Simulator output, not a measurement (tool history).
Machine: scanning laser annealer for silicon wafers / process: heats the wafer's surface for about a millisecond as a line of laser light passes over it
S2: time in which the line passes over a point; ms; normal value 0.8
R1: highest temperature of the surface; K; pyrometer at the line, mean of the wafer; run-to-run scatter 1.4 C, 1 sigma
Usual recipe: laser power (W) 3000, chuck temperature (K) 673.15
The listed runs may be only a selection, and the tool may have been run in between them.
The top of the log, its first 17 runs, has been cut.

Run 18, hour 520.9: usual settings. Result: R1 1500.15 K.
Run 19, hour 551.5: usual settings but laser power (W) 2635. Result: R1 1409.15 K.
Run 20, hour 568.9: usual settings but laser power (W) 2635, S2 0.733 ms. Result: R1 1369.15 K.
Run 21, hour 591: usual settings but laser power (W) 2635, S2 0.733 ms. Result: R1 1366.15 K.
Run 22, hour 628.8: usual settings but S2 0.69 ms, chuck temperature (K) 705.15. Result: R1 1460.15 K.
Run 23, hour 666.1: usual settings but S2 0.69 ms, chuck temperature (K) 634.15. Result: R1 1385.15 K.
Run 24, hour 701.3: usual settings but laser power (W) 2622, S2 0.69 ms, chuck temperature (K) 707.15. Result: R1 1370.15 K.
Run 25, hour 726.5: usual settings but laser power (W) 2855, S2 0.77 ms, chuck temperature (K) 700.15. Result: R1 1461.15 K.
Run 26, hour 748: usual settings but laser power (W) 2759, S2 0.653 ms, chuck temperature (K) 640.15. Result: R1 1314.15 K.
Run 27, hour 788.8: usual settings but laser power (W) 3191, S2 0.925 ms. Result: R1 1611.15 K.
Run 28, hour 824.8: usual settings but laser power (W) 3191, S2 0.925 ms. Result: R1 1609.15 K.
Run 29, hour 855.9: usual settings but laser power (W) 3191, S2 0.925 ms. Result: R1 1605.15 K.
Run 30, hour 898: usual settings but laser power (W) 3111, S2 0.584 ms, chuck temperature (K) 641.15. Result: R1 1340.15 K.
Run 31, hour 924.3: usual settings but laser power (W) 3111, S2 0.584 ms, chuck temperature (K) 641.15. Result: R1 1340.15 K.
Run 32, hour 953.4: usual settings but laser power (W) 3111, S2 0.584 ms, chuck temperature (K) 641.15. Result: R1 1339.15 K.
Run 33, hour 976.6: usual settings but laser power (W) 2760, S2 0.795 ms. Result: R1 1417.15 K.
Run 34, hour 1017.1: usual settings but laser power (W) 2760, S2 0.795 ms. Result: R1 1414.15 K.
Run 35, hour 1049.2: usual settings but laser power (W) 2760, S2 0.795 ms. Result: R1 1416.15 K.
Run 36, hour 1066.7: usual settings but S2 0.843 ms, chuck temperature (K) 671.15. Result: R1 1500.15 K.
Run 37, hour 1092.3: usual settings but laser power (W) 2871, S2 0.717 ms, chuck temperature (K) 640.15. Result: R1 1363.15 K.
Run 38, hour 1111.7: usual settings but laser power (W) 2871, S2 0.717 ms, chuck temperature (K) 640.15. Result: R1 1363.15 K.
At hour 1139.6: window over the wafer cleaned.
Run 39, hour 1151.6: usual settings but laser power (W) 2628, S2 0.789 ms, chuck temperature (K) 647.15. Result: R1 1374.15 K.
Run 40, hour 1171.3: usual settings but laser power (W) 3040, S2 0.708 ms, chuck temperature (K) 706.15. Result: R1 1486.15 K.
Run 41, hour 1201.6: usual settings but laser power (W) 3040, S2 0.708 ms, chuck temperature (K) 706.15. Result: R1 1486.15 K.

Branching from run 41: 4 alternative next runs. What would each branch give?
Run A, hour 1237.7: usual settings but laser power (W) 3206, S2 0.849 ms, chuck temperature (K) 658.15. Result: R1 ?.
Run B, hour 1237.7: usual settings but laser power (W) 3053, S2 0.784 ms, chuck temperature (K) 669.15. Result: R1 ?.
Run C, hour 1237.7: usual settings but S2 0.728 ms, chuck temperature (K) 699.15. Result: R1 ?.
Run D, hour 1237.7: usual settings but laser power (W) 3045, S2 0.722 ms. Result: R1 ?.

run       R1
  A  1568.15
  B  1499.15
  C  1482.15
  D  1460.15
With the hidden condition removed and each run's random variation left untouched, the same runs would have given:
run       R1
  A  1569.15
  B  1500.15
  C  1483.15
  D  1461.15
